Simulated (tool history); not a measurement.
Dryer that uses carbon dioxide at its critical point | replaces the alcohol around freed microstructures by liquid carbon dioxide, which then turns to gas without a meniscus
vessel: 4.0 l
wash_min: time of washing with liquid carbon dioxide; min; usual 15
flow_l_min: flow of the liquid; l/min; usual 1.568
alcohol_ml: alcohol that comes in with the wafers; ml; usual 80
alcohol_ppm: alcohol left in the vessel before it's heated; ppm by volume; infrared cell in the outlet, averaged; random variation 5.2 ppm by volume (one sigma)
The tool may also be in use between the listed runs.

run   hour  wash_min  flow_l_min  alcohol_ml  alcohol_ppm
  1    0.0        15       1.568          80          184
  2    6.8        15       1.568          80          185
  3   19.9        15       1.568          80          180
  4   34.7        15       1.190          80          509
  5   45.9        15       1.210          80          519
  6   53.4        15       1.210          80          499
  7   63.3        15       1.210          80          489
  8   73.7        15       1.210          80          507
  9   84.6        23       1.690          44           73
 10   91.6        23       1.690          44           77
 11   97.9        23       1.690          44           85
     107.1  -- inlet filter changed
 12  110.1        22       1.010          44          149
 13  122.6        14       2.210          53          105
 14  137.1        14       2.210          53           88
 15  149.3        14       2.210          53           84

Forecast each of these 4 alternatives for the next run:
  A  161.5        17       1.568          78            ?
  B  161.5        12       2.340          53            ?
  C  161.5        14       1.360          26            ?
  D  161.5        16       1.568          23            ?

run  alcohol_ppm
  A          125
  B           97
  C          174
  D          116
Without the tool's hidden state the same runs would have given:
run  alcohol_ppm
  A           38
  B           14
  C           86
  D           33
